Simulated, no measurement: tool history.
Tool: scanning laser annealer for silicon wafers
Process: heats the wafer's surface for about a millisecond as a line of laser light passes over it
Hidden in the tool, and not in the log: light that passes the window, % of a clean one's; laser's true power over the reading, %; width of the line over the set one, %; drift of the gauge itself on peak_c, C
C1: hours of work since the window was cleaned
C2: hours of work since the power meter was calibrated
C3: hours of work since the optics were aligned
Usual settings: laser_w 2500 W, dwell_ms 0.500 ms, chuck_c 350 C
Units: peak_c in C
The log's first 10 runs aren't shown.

run 11 hour=107.8 | laser_w=2500 dwell_ms=0.500 chuck_c=350 | C1=238 C2=97 C3=1193 | peak_c=1081
run 12 hour=122.2 | laser_w=2439 dwell_ms=0.500 chuck_c=350 | C1=246 C2=105 C3=1201 | peak_c=1059
run 13 hour=135.4 | laser_w=2439 dwell_ms=0.500 chuck_c=350 | C1=253 C2=112 C3=1209 | peak_c=1065
-- hour=138.5 window over the wafer cleaned
run 14 hour=148.5 | laser_w=2500 dwell_ms=0.500 chuck_c=332 | C1=6 C2=119 C3=1215 | peak_c=1054
run 15 hour=163.7 | laser_w=2500 dwell_ms=0.500 chuck_c=332 | C1=14 C2=127 C3=1224 | peak_c=1055
run 16 hour=172.2 | laser_w=2500 dwell_ms=0.366 chuck_c=350 | C1=19 C2=132 C3=1228 | peak_c=952
-- hour=176.2 window over the wafer cleaned, once more
run 17 hour=181.9 | laser_w=2500 dwell_ms=0.477 chuck_c=350 | C1=3 C2=136 C3=1233 | peak_c=1072
run 18 hour=189.9 | laser_w=2500 dwell_ms=0.449 chuck_c=350 | C1=8 C2=141 C3=1237 | peak_c=1049
run 19 hour=203.0 | laser_w=2500 dwell_ms=0.449 chuck_c=350 | C1=15 C2=148 C3=1244 | peak_c=1052
run 20 hour=216.0 | laser_w=2500 dwell_ms=0.500 chuck_c=350 | C1=22 C2=155 C3=1252 | peak_c=1096
run 21 hour=229.7 | laser_w=2464 dwell_ms=0.486 chuck_c=350 | C1=30 C2=163 C3=1259 | peak_c=1068
run 22 hour=236.7 | laser_w=2464 dwell_ms=0.486 chuck_c=350 | C1=34 C2=167 C3=1263 | peak_c=1069
run 23 hour=246.6 | laser_w=2464 dwell_ms=0.486 chuck_c=350 | C1=39 C2=172 C3=1269 | peak_c=1068
run 24 hour=255.5 | laser_w=2500 dwell_ms=0.402 chuck_c=350 | C1=44 C2=177 C3=1274 | peak_c=1002
run 25 hour=263.3 | laser_w=2437 dwell_ms=0.353 chuck_c=350 | C1=49 C2=182 C3=1278 | peak_c=938
run 26 hour=275.4 | laser_w=2437 dwell_ms=0.568 chuck_c=365 | C1=55 C2=188 C3=1285 | peak_c=1144
run 27 hour=281.8 | laser_w=2629 dwell_ms=0.568 chuck_c=365 | C1=59 C2=192 C3=1288 | peak_c=1210
run 28 hour=297.0 | laser_w=2139 dwell_ms=0.544 chuck_c=365 | C1=67 C2=200 C3=1297 | peak_c=1024

Forecast run 29:
run 29 hour=304.7 | laser_w=2303 dwell_ms=0.540 chuck_c=350 | C1=72 C2=205 C3=1301 | peak_c=?

Run 29 gave peak_c 1063 C.
Without the tool's hidden state the same run would have given peak_c 1076 C.

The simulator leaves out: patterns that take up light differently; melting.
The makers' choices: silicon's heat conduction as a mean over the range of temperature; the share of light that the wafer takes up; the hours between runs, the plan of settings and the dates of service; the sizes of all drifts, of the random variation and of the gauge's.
